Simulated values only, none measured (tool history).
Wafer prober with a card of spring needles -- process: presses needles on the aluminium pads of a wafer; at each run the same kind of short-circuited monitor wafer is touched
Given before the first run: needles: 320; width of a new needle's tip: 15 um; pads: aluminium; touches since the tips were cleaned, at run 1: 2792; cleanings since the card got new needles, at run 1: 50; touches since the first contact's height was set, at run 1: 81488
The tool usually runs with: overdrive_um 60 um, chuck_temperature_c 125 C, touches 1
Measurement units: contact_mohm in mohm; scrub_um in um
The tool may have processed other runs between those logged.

run    hour  overdrive_um  chuck_temperature_c  touches  touches since the tips were cleaned  cleanings since the card got new needles  touches since the first contact's height was set  contact_mohm  scrub_um
  1       0            60                  125        1                                 2792                                        50                                             81488           248     14.48
        6.8  -- tips cleaned on abrasive film
       25.8  -- tips cleaned on abrasive film
  2      33            60                  125        1                                 2193                                        52                                             91407           240     14.44
       43.7  -- tips cleaned on abrasive film
  3      55            60                  106        1                                 3431                                        53                                             98037           248     14.41
       61.3  -- tips cleaned on abrasive film
       78.1  -- tips cleaned on abrasive film
       94.3  -- tips cleaned on abrasive film
  4   102.4            60                  106        1                                 2452                                        56                                            112276           255     14.32
      111.8  -- tips cleaned on abrasive film
      130.6  -- tips cleaned on abrasive film
  5   143.5            60                  106        1                                 3893                                        58                                            124628           266     14.28
      149.2  -- tips cleaned on abrasive film
      166.8  -- tips cleaned on abrasive film
      182.7  -- tips cleaned on abrasive film
  6   182.7            60                  125        1                                    0                                        61                                            136401           208     14.22
      199.6  -- tips cleaned on abrasive film
      215.5  -- tips cleaned on abrasive film
        231  -- tips cleaned on abrasive film
  7   233.2            60                  125        1                                  636                                        64                                            151554           220     14.19
      247.2  -- tips cleaned on abrasive film
        264  -- tips cleaned on abrasive film
  8   276.4            72                  125        1                                 3735                                        66                                            164555           240     17.11
      280.3  -- tips cleaned on abrasive film
      296.7  -- tips cleaned on abrasive film
  9   299.6            72                  125        1                                  888                                        68                                            171536           219     17.06
        315  -- tips cleaned on abrasive film
      332.8  -- tips cleaned on abrasive film
 10     342            60                   98        1                                 2795                                        70                                            184286           248     14.01
      351.6  -- tips cleaned on abrasive film
      367.7  -- tips cleaned on abrasive film
      383.1  -- tips cleaned on abrasive film
 11   383.3            60                   98        1                                   40                                        73                                            196663           207     13.96
      386.1  -- height of the first contact set anew
      399.5  -- tips cleaned on abrasive film
      415.5  -- tips cleaned on abrasive film
 12     416            60                  125        1                                  177                                        75                                              8986           213     14.78
      433.5  -- tips cleaned on abrasive film
        450  -- tips cleaned on abrasive film
 13   463.4            60                  125        1                                 4047                                        77                                             23228           264     14.74
      466.7  -- tips cleaned on abrasive film
      484.4  -- tips cleaned on abrasive film
        501  -- tips cleaned on abrasive film
 14     501            60                  125        1                                    1                                        80                                             34531           211     14.64
      519.1  -- tips cleaned on abrasive film
      536.3  -- tips cleaned on abrasive film
 15   549.3            58                   54        1                                 3940                                        82                                             49071           264     14.03
      552.5  -- tips cleaned on abrasive film
      570.1  -- tips cleaned on abrasive film
 16   581.8            41                   54        1                                 3533                                        84                                             58833           316      9.91
      588.6  -- tips cleaned on abrasive film
      605.2  -- tips cleaned on abrasive film
        623  -- tips cleaned on abrasive film
 17     633            41                   54        1                                 3024                                        87                                             74210           329      9.84
      640.7  -- tips cleaned on abrasive film
      656.2  -- tips cleaned on abrasive film
 18   668.6            72                   49        2                                 3761                                        89                                             84922           216     17.42
      672.1  -- tips cleaned on abrasive film
        688  -- tips cleaned on abrasive film
 19   695.9            72                   59        2                                 2389                                        91                                             93120           207     17.38
      706.3  -- tips cleaned on abrasive film
      722.6  -- tips cleaned on abrasive film
      739.4  -- tips cleaned on abrasive film
 20   743.4            50                   60        1                                 1198                                        94                                            107368           249     11.85
      755.5  -- tips cleaned on abrasive film
      774.3  -- tips cleaned on abrasive film
      789.8  -- tips cleaned on abrasive film
 21   789.8            62                   47        1                                    0                                        97                                            121314           195     14.72
      808.1  -- tips cleaned on abrasive film
        825  -- tips cleaned on abrasive film
 22   829.6            41                   96        1                                 1404                                        99                                            133300           283      9.51
      840.5  -- tips cleaned on abrasive film
 23   855.1            71                   92        1                                 4414                                       100                                            140976           250     16.87
        859  -- tips cleaned on abrasive film
      875.6  -- tips cleaned on abrasive film
        892  -- tips cleaned on abrasive film
 24     894            74                   75        2                                  627                                       103                                            152655           201     17.55
        908  -- tips cleaned on abrasive film
 25   920.1            74                   75        2                                 3647                                       104                                            160505           220     17.58
        924  -- tips cleaned on abrasive film
      941.8  -- tips cleaned on abrasive film
 26   941.8            60                   39        1                                    0                                       106                                            166991           193     14.06
      958.8  -- tips cleaned on abrasive film
      977.8  -- tips cleaned on abrasive film
 27   984.2            46                   33        2                                 1928                                       108                                            179764           243     10.53
      996.9  -- tips cleaned on abrasive film
 28  1011.6            46                   33        2                                 4429                                       109                                            188012           275     10.52

Each row is a separate what-if for the run after 28, all from the same tool condition, not one after another. Results?
     1014.4  -- tips cleaned on abrasive film
     1030.7  -- tips cleaned on abrasive film
     1044.2  -- height of the first contact set anew
     1046.8  -- tips cleaned on abrasive film
  A  1047.8            62                   85        2                                  304                                       112                                              1056             ?         ?
     1014.4  -- tips cleaned on abrasive film
     1030.7  -- tips cleaned on abrasive film
     1044.2  -- height of the first contact set anew
     1046.8  -- tips cleaned on abrasive film
  B  1047.8            60                   94        1                                  304                                       112                                              1056             ?         ?
     1014.4  -- tips cleaned on abrasive film
     1030.7  -- tips cleaned on abrasive film
     1044.2  -- height of the first contact set anew
     1046.8  -- tips cleaned on abrasive film
  C  1047.8            46                  110        2                                  304                                       112                                              1056             ?         ?
     1014.4  -- tips cleaned on abrasive film
     1030.7  -- tips cleaned on abrasive film
     1044.2  -- height of the first contact set anew
     1046.8  -- tips cleaned on abrasive film
  D  1047.8            46                  101        2                                  304                                       112                                              1056             ?         ?
     1014.4  -- tips cleaned on abrasive film
     1030.7  -- tips cleaned on abrasive film
     1044.2  -- height of the first contact set anew
     1046.8  -- tips cleaned on abrasive film
  E  1047.8            80                   27        3                                  304                                       112                                              1056             ?         ?

run  contact_mohm  scrub_um
  A           201      15.3
  B           214     14.82
  C           221     11.36
  D           218     11.33
  E           184     19.77
With the hidden condition removed and each run's random variation left untouched, the same runs would have given:
run  contact_mohm  scrub_um
  A           191     15.33
  B           197     14.85
  C           204     11.39
  D           201     11.36
  E           179      19.8
